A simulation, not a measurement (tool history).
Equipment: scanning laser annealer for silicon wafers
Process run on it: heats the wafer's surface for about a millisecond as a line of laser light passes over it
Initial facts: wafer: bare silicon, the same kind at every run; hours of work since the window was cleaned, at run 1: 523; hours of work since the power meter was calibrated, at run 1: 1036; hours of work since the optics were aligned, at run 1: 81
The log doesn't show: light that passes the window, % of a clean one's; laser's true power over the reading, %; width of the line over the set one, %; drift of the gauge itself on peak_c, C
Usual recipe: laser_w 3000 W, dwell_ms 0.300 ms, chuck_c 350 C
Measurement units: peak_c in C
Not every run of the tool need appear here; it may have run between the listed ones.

run,day,laser_w,dwell_ms,chuck_c,hours of work since the window was cleaned,hours of work since the power meter was calibrated,hours of work since the optics were aligned,peak_c
1,0.000,3000,0.300,350,523,1036,81,1042
2,0.912,3000,0.276,350,540,1054,99,1016
3,2.758,3000,0.276,350,575,1089,134,1010
4,4.096,3000,0.300,350,601,1114,159,1037
5,6.033,3000,0.300,350,638,1151,196,1038
6,6.942,3000,0.300,350,655,1169,214,1034
7,8.567,3000,0.300,350,686,1200,245,1034
8,9.600,3211,0.300,350,706,1219,264,1093
9,10.858,3211,0.300,350,730,1243,288,1091
10,11.838,3000,0.300,350,749,1262,307,1036
11,12.708,3000,0.300,350,765,1279,324,1032
12,14.188,3000,0.300,350,793,1307,352,1033
13,16.258,3000,0.280,357,833,1346,391,1017
# day 16.454: window over the wafer cleaned
14,18.029,3018,0.280,326,30,1379,424,981
15,18.904,3245,0.249,322,47,1395,440,994
16,20.104,3245,0.282,380,70,1418,463,1099
# day 21.054: window over the wafer cleaned, once more
17,21.308,3128,0.282,341,5,1440,485,1056
18,22.379,3000,0.306,389,25,1460,505,1098
19,23.658,2919,0.250,331,50,1485,529,950
20,25.279,2669,0.214,332,81,1515,560,845
21,27.250,3163,0.240,381,118,1553,598,1043
22,28.708,3163,0.240,381,146,1581,626,1044

Forecast each of these 4 alternatives for the next run:
A,29.671,3163,0.231,348,164,1599,644,?
B,29.671,3163,0.240,349,164,1599,644,?
C,29.671,3188,0.300,350,164,1599,644,?
D,29.671,2630,0.344,344,164,1599,644,?

run,peak_c
A,998
B,1010
C,1095
D,985
The same runs, with their run-to-run variation unchanged, on a tool lacking any hidden condition would have given:
run,peak_c
A,1008
B,1020
C,1107
D,995

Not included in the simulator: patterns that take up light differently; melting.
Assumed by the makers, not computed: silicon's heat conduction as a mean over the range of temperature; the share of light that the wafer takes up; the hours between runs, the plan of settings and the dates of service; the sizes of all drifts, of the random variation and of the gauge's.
